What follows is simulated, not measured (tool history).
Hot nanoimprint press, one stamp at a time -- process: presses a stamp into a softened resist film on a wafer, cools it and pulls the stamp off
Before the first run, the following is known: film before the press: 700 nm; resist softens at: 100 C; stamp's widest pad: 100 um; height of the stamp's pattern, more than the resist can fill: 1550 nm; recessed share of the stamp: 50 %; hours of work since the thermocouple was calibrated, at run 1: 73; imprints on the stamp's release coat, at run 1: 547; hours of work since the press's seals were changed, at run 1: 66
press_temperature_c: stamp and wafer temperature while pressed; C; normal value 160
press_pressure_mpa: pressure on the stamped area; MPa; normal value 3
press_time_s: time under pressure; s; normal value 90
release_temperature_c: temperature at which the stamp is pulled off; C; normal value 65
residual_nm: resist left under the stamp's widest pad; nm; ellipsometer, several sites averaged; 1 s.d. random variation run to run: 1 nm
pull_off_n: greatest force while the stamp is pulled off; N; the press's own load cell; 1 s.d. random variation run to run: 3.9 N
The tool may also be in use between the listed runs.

run	day	press_temperature_c	press_pressure_mpa	press_time_s	release_temperature_c	hours of work since the thermocouple was calibrated	imprints on the stamp's release coat	hours of work since the press's seals were changed	residual_nm	pull_off_n
1	0	160	3	90	65	73	547	66	349.8	197
2	0.175	160	3	90	65	75	568	69	349.8	202
3	0.4	160	3.04	90	65	79	594	73	349.1	203
4	0.671	160	3.04	90	65	83	626	77	345.9	204
5	0.854	160	3.04	90	65	86	647	80	347	209
6	1.042	159	3.04	90	65	89	669	83	367.9	202
7	1.258	165	3	90	65	92	694	86	258.8	215
8	1.492	160	1.81	90	65	96	721	89	422.8	214
9	1.85	160	1.81	90	65	101	762	95	421.9	210
10	2.129	160	1.81	90	65	106	795	99	423.2	211
11	2.5	160	1.81	90	65	111	838	105	421.9	211
12	2.788	160	3.14	90	65	116	872	109	341.5	213
13	3.196	160	3.14	90	65	122	919	116	342.9	215
14	3.554	160	3	90	65	127	960	121	347.7	221
15	3.971	160	3	90	65	134	1009	128	348.4	224
16	4.158	152	2.01	90	73	137	1030	131	567.4	174
17	4.45	152	3	85	65	141	1065	135	527.4	215
18	4.871	152	2.13	51	65	148	1114	142	611.9	223
19	5.075	158	2.48	119	58	151	1137	145	379.7	265
20	5.3	153	2.15	90	65	154	1163	148	541.4	220
# day 5.45: plate thermocouple calibrated
21	5.846	162	3	62	65	6	1212	155	352.6	224
22	6.238	154	3.4	90	56	12	1258	161	455.5	279
# day 6.442: plate thermocouple calibrated, once more
23	6.658	166	3.73	89	66	3	1292	165	221.4	215
24	7.038	160	3	89	65	9	1336	171	350.8	225
25	7.429	159	3.5	119	51	15	1382	177	312.8	304
26	7.825	159	3.5	119	51	21	1428	183	313.6	316
27	7.996	159	3.5	119	51	24	1448	186	313.8	314
28	8.325	171	2.11	57	51	29	1486	191	262.1	310
29	8.525	149	2.11	57	70	32	1509	194	642	208

Results per run with the tool's hidden condition removed, run-to-run variation unchanged:
The hidden state here: true temperature over the reading, C; pressure that arrives at the usual setting, %; grip of the stamp's worn release coat, % over a new coat's; drift of the gauge itself on residual_nm, %; drift of the gauge itself on pull_off_n, %.
run	residual_nm	pull_off_n
1	350.4	182
2	350.5	187
3	349.9	187
4	346.8	187
5	348	191
6	369	184
7	259.7	195
8	424.2	193
9	423.5	189
10	424.9	189
11	423.8	188
12	343.1	189
13	344.7	190
14	349.7	194
15	350.6	195
16	569.6	152
17	529.9	187
18	613.8	192
19	382.7	228
20	544.3	188
21	357.5	191
22	461.2	236
23	220.9	180
24	350.6	188
25	312.7	252
26	313.6	260
27	313.8	259
28	262.5	254
29	642.5	170
